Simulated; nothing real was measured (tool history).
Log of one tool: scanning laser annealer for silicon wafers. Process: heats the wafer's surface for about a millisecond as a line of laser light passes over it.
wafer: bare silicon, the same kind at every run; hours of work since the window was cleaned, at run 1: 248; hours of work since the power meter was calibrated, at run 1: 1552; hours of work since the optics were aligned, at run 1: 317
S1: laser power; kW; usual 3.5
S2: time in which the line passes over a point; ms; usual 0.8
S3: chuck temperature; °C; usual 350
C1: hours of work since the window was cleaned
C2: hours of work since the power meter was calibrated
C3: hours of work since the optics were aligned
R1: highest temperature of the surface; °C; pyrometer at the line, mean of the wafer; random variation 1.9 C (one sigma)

| run | hour | S1 | S2 | S3 | C1 | C2 | C3 | R1 |
|---|---|---|---|---|---|---|---|---|
| 1 | 0 | 3.5 | 0.8 | 350 | 248 | 1552 | 317 | 1073 |
| 2 | 39.2 | 3.5 | 0.8 | 350 | 278 | 1583 | 347 | 1071 |
|  | 126.7 | window over the wafer cleaned |
| 3 | 127.1 | 3.483 | 0.8 | 350 | 0 | 1649 | 414 | 1045 |
| 4 | 201.2 | 3.483 | 0.8 | 350 | 58 | 1707 | 472 | 1041 |
| 5 | 265.8 | 3.5 | 0.8 | 328 | 108 | 1757 | 522 | 1022 |
| 6 | 313.1 | 3.5 | 0.8 | 350 | 145 | 1793 | 558 | 1037 |
| 7 | 375.1 | 3.5 | 0.8 | 350 | 193 | 1842 | 606 | 1037 |
| 8 | 453.9 | 3.5 | 0.8 | 350 | 254 | 1903 | 668 | 1029 |
| 9 | 500.1 | 3.5 | 0.8 | 350 | 290 | 1938 | 703 | 1026 |
| 10 | 562.7 | 3.5 | 0.8 | 350 | 338 | 1987 | 752 | 1026 |
|  | 572.6 | window over the wafer cleaned |
|  | 643.5 | window over the wafer cleaned, once more |
| 11 | 651.1 | 3.5 | 0.776 | 350 | 6 | 2052 | 817 | 1072 |
| 12 | 735.8 | 3.5 | 0.776 | 350 | 72 | 2118 | 883 | 1065 |
| 13 | 809.4 | 3.5 | 0.776 | 350 | 129 | 2175 | 940 | 1061 |
| 14 | 868 | 3.5 | 0.8 | 357 | 174 | 2221 | 986 | 1075 |
| 15 | 915.4 | 3.5 | 0.8 | 357 | 211 | 2257 | 1022 | 1071 |
|  | 980.9 | optics aligned, line set to its width |
| 16 | 991.8 | 3.5 | 0.8 | 346 | 266 | 2313 | 8 | 1067 |
| 17 | 1065.7 | 3.5 | 0.8 | 346 | 324 | 2370 | 66 | 1063 |
|  | 1093.7 | window over the wafer cleaned |
| 18 | 1125.7 | 3.5 | 0.8 | 346 | 25 | 2415 | 111 | 1082 |
| 19 | 1199 | 3.5 | 0.8 | 346 | 82 | 2472 | 168 | 1081 |
| 20 | 1241.2 | 3.5 | 0.8 | 350 | 114 | 2505 | 200 | 1080 |
| 21 | 1318.5 | 3.172 | 0.892 | 345 | 174 | 2565 | 260 | 1054 |
| 22 | 1362.3 | 3.797 | 0.965 | 322 | 208 | 2599 | 294 | 1184 |
| 23 | 1409.3 | 3.797 | 0.965 | 322 | 245 | 2635 | 331 | 1177 |
| 24 | 1463.4 | 3.119 | 0.8 | 366 | 287 | 2677 | 373 | 1015 |
| 25 | 1527.5 | 3.5 | 0.563 | 361 | 336 | 2727 | 422 | 951 |
|  | 1543.3 | window over the wafer cleaned |
| 26 | 1604.7 | 3.5 | 0.563 | 361 | 48 | 2785 | 481 | 970 |
| 27 | 1651.4 | 3.605 | 0.937 | 388 | 84 | 2821 | 517 | 1202 |
| 28 | 1712.5 | 3.605 | 0.937 | 388 | 131 | 2869 | 564 | 1197 |
| 29 | 1776.7 | 3.642 | 0.8 | 350 | 181 | 2918 | 614 | 1096 |
| 30 | 1819.5 | 3.642 | 0.8 | 350 | 214 | 2952 | 647 | 1095 |
| 31 | 1905.9 | 3.642 | 0.8 | 350 | 281 | 3019 | 714 | 1093 |
|  | 1988.5 | window over the wafer cleaned |
| 32 | 1988.5 | 3.642 | 0.81 | 311 | 0 | 3081 | 777 | 1073 |
| 33 | 2035.9 | 3.721 | 0.815 | 311 | 37 | 3118 | 814 | 1088 |
| 34 | 2089.5 | 3.545 | 0.99 | 350 | 78 | 3159 | 855 | 1172 |
| 35 | 2169.7 | 3.545 | 0.649 | 350 | 140 | 3222 | 917 | 1002 |
| 36 | 2247 | 3.545 | 0.649 | 350 | 200 | 3282 | 977 | 1002 |
| 37 | 2310.9 | 3.5 | 0.8 | 386 | 250 | 3331 | 1027 | 1099 |
| 38 | 2347.3 | 3.759 | 0.8 | 339 | 278 | 3359 | 1055 | 1094 |
|  | 2373 | optics aligned, line set to its width |
| 39 | 2406.1 | 3.759 | 0.8 | 339 | 320 | 3401 | 26 | 1101 |
|  | 2442.8 | window over the wafer cleaned |
| 40 | 2489.6 | 3.431 | 0.789 | 315 | 36 | 3464 | 89 | 1034 |

Measured less the same run without the tool's hidden state. The same run-to-run variation is in both; the gauge's scatter may not be:
The hidden state here: light that passes the window, % of a clean one's; laser's true power over the reading, %; width of the line over the set one, %; drift of the gauge itself on peak_c, C.
| run | R1 |
|---|---|
| 1 | -29 |
| 2 | -31 |
| 3 | -48 |
| 4 | -52 |
| 5 | -57 |
| 6 | -60 |
| 7 | -64 |
| 8 | -69 |
| 9 | -72 |
| 10 | -76 |
| 11 | -18 |
| 12 | -22 |
| 13 | -27 |
| 14 | -31 |
| 15 | -34 |
| 16 | -27 |
| 17 | -32 |
| 18 | -10 |
| 19 | -15 |
| 20 | -18 |
| 21 | -21 |
| 22 | -30 |
| 23 | -34 |
| 24 | -28 |
| 25 | -30 |
| 26 | -14 |
| 27 | -22 |
| 28 | -26 |
| 29 | -28 |
| 30 | -31 |
| 31 | -37 |
| 32 | -19 |
| 33 | -22 |
| 34 | -27 |
| 35 | -26 |
| 36 | -30 |
| 37 | -38 |
| 38 | -43 |
| 39 | -35 |
| 40 | -13 |

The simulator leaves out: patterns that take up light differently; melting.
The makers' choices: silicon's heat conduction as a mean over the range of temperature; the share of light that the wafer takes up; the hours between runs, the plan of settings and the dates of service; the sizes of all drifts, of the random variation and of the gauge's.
